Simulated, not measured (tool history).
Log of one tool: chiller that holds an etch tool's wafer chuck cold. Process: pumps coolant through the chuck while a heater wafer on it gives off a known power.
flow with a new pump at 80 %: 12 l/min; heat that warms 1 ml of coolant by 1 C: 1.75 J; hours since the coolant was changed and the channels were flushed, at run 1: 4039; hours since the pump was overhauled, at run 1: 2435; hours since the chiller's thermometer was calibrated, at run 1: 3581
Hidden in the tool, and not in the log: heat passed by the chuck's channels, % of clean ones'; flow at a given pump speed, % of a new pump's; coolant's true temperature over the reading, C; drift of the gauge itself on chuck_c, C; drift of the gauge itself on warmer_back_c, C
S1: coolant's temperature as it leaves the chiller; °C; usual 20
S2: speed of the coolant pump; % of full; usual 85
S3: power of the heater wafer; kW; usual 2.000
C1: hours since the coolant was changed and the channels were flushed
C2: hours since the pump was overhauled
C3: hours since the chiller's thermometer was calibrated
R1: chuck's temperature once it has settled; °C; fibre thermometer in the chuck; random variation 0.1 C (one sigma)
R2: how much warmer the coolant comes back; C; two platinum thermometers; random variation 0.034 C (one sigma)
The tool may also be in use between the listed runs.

Run 1, day 0.000: usual settings; C1 4039; C2 2435; C3 3581. Result: R1 36.6 °C, R2 5.38 C.
Run 2, day 3.271: usual settings; C1 4118; C2 2513; C3 3659. Result: R1 36.5 °C, R2 5.30 C.
At day 5.175: coolant changed, channels flushed.
Run 3, day 5.658: usual settings; C1 12; C2 2565; C3 3711. Result: R1 36.5 °C, R2 5.35 C.
Run 4, day 9.075: usual settings but S1 14 °C; C1 94; C2 2646; C3 3793. Result: R1 30.5 °C, R2 5.40 C.
Run 5, day 11.212: usual settings but S1 14 °C; C1 145; C2 2698; C3 3844. Result: R1 30.6 °C, R2 5.39 C.
Run 6, day 14.067: usual settings but S1 14 °C, S3 2.024 kW; C1 213; C2 2766; C3 3912. Result: R1 30.7 °C, R2 5.37 C.
Run 7, day 15.996: usual settings but S1 14 °C, S3 2.024 kW; C1 260; C2 2813; C3 3959. Result: R1 30.7 °C, R2 5.42 C.
Run 8, day 18.417: usual settings but S3 2.795 kW; C1 318; C2 2871; C3 4017. Result: R1 43.1 °C, R2 7.45 C.
Run 9, day 20.950: usual settings but S3 1.035 kW; C1 379; C2 2932; C3 4078. Result: R1 28.6 °C, R2 2.76 C.
Run 10, day 24.475: usual settings; C1 463; C2 3016; C3 4162. Result: R1 36.4 °C, R2 5.35 C.
Run 11, day 27.621: usual settings; C1 539; C2 3092; C3 4238. Result: R1 36.5 °C, R2 5.34 C.
Run 12, day 31.100: usual settings but S1 14 °C; C1 622; C2 3175; C3 4321. Result: R1 30.6 °C, R2 5.37 C.
Run 13, day 33.783: usual settings but S1 14 °C; C1 687; C2 3239; C3 4386. Result: R1 30.4 °C, R2 5.33 C.
Run 14, day 36.596: usual settings but S2 90 % of full; C1 754; C2 3307; C3 4453. Result: R1 36.1 °C, R2 4.99 C.
Run 15, day 39.475: usual settings but S1 12 °C; C1 823; C2 3376; C3 4522. Result: R1 28.5 °C, R2 5.35 C.
Run 16, day 41.625: usual settings but S2 84 % of full, S3 1.269 kW; C1 875; C2 3428; C3 4574. Result: R1 30.6 °C, R2 3.41 C.
At day 43.804: chiller's thermometer calibrated.
Run 17, day 44.325: usual settings but S1 14 °C, S2 89 % of full; C1 939; C2 3491; C3 12. Result: R1 30.1 °C, R2 5.10 C.
Run 18, day 47.079: usual settings but S1 14 °C, S2 89 % of full; C1 1005; C2 3558; C3 79. Result: R1 30.1 °C, R2 5.07 C.
Run 19, day 48.629: usual settings but S1 17 °C, S2 95 % of full, S3 1.428 kW; C1 1042; C2 3595; C3 116. Result: R1 28.1 °C, R2 3.39 C.

How the hidden state differs across the entries between the runs, from the last listed run before each to the first after it:
Between runs 2 and 3: coolant changed, channels flushed (day 5.175)
  heat passed by the chuck's channels, % of clean ones': 99.9 -> 100
Between runs 16 and 17: chiller's thermometer calibrated (day 43.804)
  coolant's true temperature over the reading, C: -0.01 -> 0
